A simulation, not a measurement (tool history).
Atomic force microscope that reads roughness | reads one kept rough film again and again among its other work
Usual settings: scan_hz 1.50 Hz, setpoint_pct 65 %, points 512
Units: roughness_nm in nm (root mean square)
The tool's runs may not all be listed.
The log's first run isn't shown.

{"run": 2, "day": 0.617, "scan_hz": 1.5, "setpoint_pct": 77, "points": 512, "roughness_nm": 2.476}
{"run": 3, "day": 1.129, "scan_hz": 1.5, "setpoint_pct": 77, "points": 512, "roughness_nm": 2.47}
{"run": 4, "day": 1.488, "scan_hz": 1.5, "setpoint_pct": 65, "points": 512, "roughness_nm": 2.587}
{"run": 5, "day": 2.117, "scan_hz": 1.02, "setpoint_pct": 65, "points": 512, "roughness_nm": 2.62}
{"run": 6, "day": 2.679, "scan_hz": 1.5, "setpoint_pct": 65, "points": 719, "roughness_nm": 2.551}
{"run": 7, "day": 3.346, "scan_hz": 1.5, "setpoint_pct": 65, "points": 719, "roughness_nm": 2.539}
{"day": 3.558, "done": "new tip fitted"}
{"run": 8, "day": 4.017, "scan_hz": 1.5, "setpoint_pct": 81, "points": 719, "roughness_nm": 2.49}
{"run": 9, "day": 4.629, "scan_hz": 1.5, "setpoint_pct": 73, "points": 512, "roughness_nm": 2.528}
{"run": 10, "day": 4.925, "scan_hz": 1.5, "setpoint_pct": 83, "points": 512, "roughness_nm": 2.448}
{"run": 11, "day": 5.583, "scan_hz": 2.16, "setpoint_pct": 65, "points": 512, "roughness_nm": 2.544}
{"run": 12, "day": 6.138, "scan_hz": 2.16, "setpoint_pct": 65, "points": 512, "roughness_nm": 2.534}
{"run": 13, "day": 6.792, "scan_hz": 2.16, "setpoint_pct": 65, "points": 512, "roughness_nm": 2.515}
{"run": 14, "day": 7.454, "scan_hz": 2.16, "setpoint_pct": 65, "points": 512, "roughness_nm": 2.506}
{"run": 15, "day": 8.062, "scan_hz": 1.5, "setpoint_pct": 65, "points": 512, "roughness_nm": 2.541}
{"day": 8.333, "done": "new tip fitted"}
{"run": 16, "day": 8.562, "scan_hz": 1.5, "setpoint_pct": 65, "points": 512, "roughness_nm": 2.656}
{"run": 17, "day": 9.233, "scan_hz": 1.5, "setpoint_pct": 65, "points": 293, "roughness_nm": 2.636}
{"run": 18, "day": 9.558, "scan_hz": 1.5, "setpoint_pct": 65, "points": 293, "roughness_nm": 2.617}
{"run": 19, "day": 9.929, "scan_hz": 1.5, "setpoint_pct": 65, "points": 293, "roughness_nm": 2.59}
{"run": 20, "day": 10.308, "scan_hz": 0.95, "setpoint_pct": 65, "points": 293, "roughness_nm": 2.629}
{"run": 21, "day": 10.917, "scan_hz": 2.77, "setpoint_pct": 61, "points": 343, "roughness_nm": 2.517}
{"run": 22, "day": 11.471, "scan_hz": 2.77, "setpoint_pct": 61, "points": 343, "roughness_nm": 2.493}
{"run": 23, "day": 12.138, "scan_hz": 0.59, "setpoint_pct": 61, "points": 809, "roughness_nm": 2.672}
{"run": 24, "day": 12.783, "scan_hz": 0.99, "setpoint_pct": 59, "points": 351, "roughness_nm": 2.603}

Run 25 comes next. What will it give?
{"day": 13.138, "done": "new tip fitted"}
{"run": 25, "day": 13.283, "scan_hz": 1.5, "setpoint_pct": 75, "points": 262, "roughness_nm": "?"}

Run 25 gave roughness_nm 2.537 nm (root mean square).
Without the tool's hidden state the same run would have given roughness_nm 2.531 nm (root mean square).
